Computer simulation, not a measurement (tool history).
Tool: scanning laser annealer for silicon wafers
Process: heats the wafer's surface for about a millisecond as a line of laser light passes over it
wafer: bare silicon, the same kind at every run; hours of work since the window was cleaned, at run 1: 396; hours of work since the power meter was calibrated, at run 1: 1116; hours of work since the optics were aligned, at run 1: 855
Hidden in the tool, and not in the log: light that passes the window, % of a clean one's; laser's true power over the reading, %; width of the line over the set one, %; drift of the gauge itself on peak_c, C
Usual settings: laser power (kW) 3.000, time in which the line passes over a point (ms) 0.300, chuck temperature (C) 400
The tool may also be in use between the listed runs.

run	hour	laser power (kW)	time in which the line passes over a point (ms)	chuck temperature (C)	hours of work since the window was cleaned	hours of work since the power meter was calibrated	hours of work since the optics were aligned	highest temperature of the surface (C)
1	0.0	3.000	0.300	400	396	1116	855	1127
2	64.9	3.000	0.300	367	440	1160	899	1092
3	103.4	3.000	0.300	433	466	1186	925	1156
4	170.5	3.000	0.300	433	511	1231	970	1152
5	247.5	3.000	0.300	433	563	1283	1022	1153
6	330.3	3.000	0.300	433	619	1339	1078	1149
7	386.7	3.000	0.300	400	657	1377	1116	1114
8	437.6	2.984	0.300	400	691	1411	1150	1105
9	479.2	2.607	0.300	400	719	1439	1178	1024
10	523.8	3.000	0.230	400	749	1469	1208	1006
# hour 563.0: window over the wafer cleaned
11	609.6	2.647	0.230	388	31	1525	1264	950
12	645.4	3.000	0.300	434	56	1550	1289	1170
13	698.4	2.656	0.290	434	91	1585	1324	1079
14	742.4	3.159	0.220	400	121	1615	1354	1041
15	814.5	2.754	0.231	400	170	1663	1403	982
16	889.1	2.754	0.231	400	220	1714	1453	975
17	944.3	2.754	0.231	400	257	1751	1490	975
18	986.0	3.000	0.267	400	285	1779	1518	1080
19	1037.2	3.000	0.267	400	320	1814	1553	1076

Forecast each of these 5 alternatives for the next run:
A	1110.0	3.000	0.254	381	369	1863	1602	?
B	1110.0	3.201	0.267	369	369	1863	1602	?
C	1110.0	3.000	0.213	400	369	1863	1602	?
D	1110.0	3.028	0.315	380	369	1863	1602	?
E	1110.0	3.000	0.267	416	369	1863	1602	?

run	highest temperature of the surface (C)
A	1036
B	1082
C	993
D	1132
E	1088
Without the tool's hidden state the same runs would have given:
run	highest temperature of the surface (C)
A	1064
B	1113
C	1018
D	1165
E	1117
